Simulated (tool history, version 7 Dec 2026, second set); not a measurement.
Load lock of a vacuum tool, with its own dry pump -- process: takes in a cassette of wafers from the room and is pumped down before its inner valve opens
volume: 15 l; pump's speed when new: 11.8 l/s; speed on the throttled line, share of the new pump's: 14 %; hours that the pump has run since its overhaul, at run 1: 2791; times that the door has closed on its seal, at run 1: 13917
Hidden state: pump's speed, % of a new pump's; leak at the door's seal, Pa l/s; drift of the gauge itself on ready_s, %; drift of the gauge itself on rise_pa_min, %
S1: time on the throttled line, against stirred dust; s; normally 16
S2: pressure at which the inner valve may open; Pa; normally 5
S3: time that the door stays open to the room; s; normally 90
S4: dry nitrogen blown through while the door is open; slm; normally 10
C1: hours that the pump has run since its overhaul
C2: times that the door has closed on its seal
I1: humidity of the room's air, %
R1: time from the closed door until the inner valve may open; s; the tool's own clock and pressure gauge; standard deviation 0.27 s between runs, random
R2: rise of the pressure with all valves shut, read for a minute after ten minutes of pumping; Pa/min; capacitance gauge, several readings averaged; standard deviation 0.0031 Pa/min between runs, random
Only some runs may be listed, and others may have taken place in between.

run	hour	S1	S2	S3	S4	C1	C2	I1	R1	R2
1	0	16	5	90	10	2791	13917	46.2	27.3	0.144
2	123	16	5	90	10	2914	14433	41.2	27	0.141
3	217.2	16	5	90	10	3008	14828	45.2	27	0.15
4	379.6	16	5	90	10	3171	15508	44.7	27.2	0.156
5	554.2	16	5	90	10	3345	16240	43.8	27.4	0.161
6	658.8	16	5	90	10	3450	16678	44.4	26.7	0.16
7	846.4	16	7	90	10	3637	17464	45.5	26.4	0.169
8	978.3	16	7	90	5	3769	18016	43.9	26.4	0.186
9	1095.9	16	5	90	10	3887	18509	45.9	27.1	0.176
10	1276.8	16	5	90	10	4068	19267	43.3	27	0.177
11	1374.9	16	5	90	10	4166	19678	48.1	27	0.192
12	1488.1	29	9	72	42	4279	20152	43.4	37.3	0.147
13	1614	30	5	106	10	4405	20680	45.2	38.7	0.206
14	1796	16	9	90	7	4587	21443	47.8	26.4	0.213
15	1913.6	16	5	56	10	4705	21935	46.4	27.3	0.187
16	2004.5	14	5	227	6	4795	22316	44.2	25.3	0.265
17	2152.6	16	5	42	21	4944	22936	44.4	26.8	0.184
18	2311.8	16	4	90	10	5103	23604	46.2	28	0.226

For run 19, what comes out?
19	2438.6	16	4	90	10	5230	24135	47	?	?

{"run 19": {"R1": 27.4, "R2": 0.226}}
Take away the tool's hidden state, keep the run-to-run variation as it was, and the same run would have given R1 26.5 s, R2 0.088 Pa/min.

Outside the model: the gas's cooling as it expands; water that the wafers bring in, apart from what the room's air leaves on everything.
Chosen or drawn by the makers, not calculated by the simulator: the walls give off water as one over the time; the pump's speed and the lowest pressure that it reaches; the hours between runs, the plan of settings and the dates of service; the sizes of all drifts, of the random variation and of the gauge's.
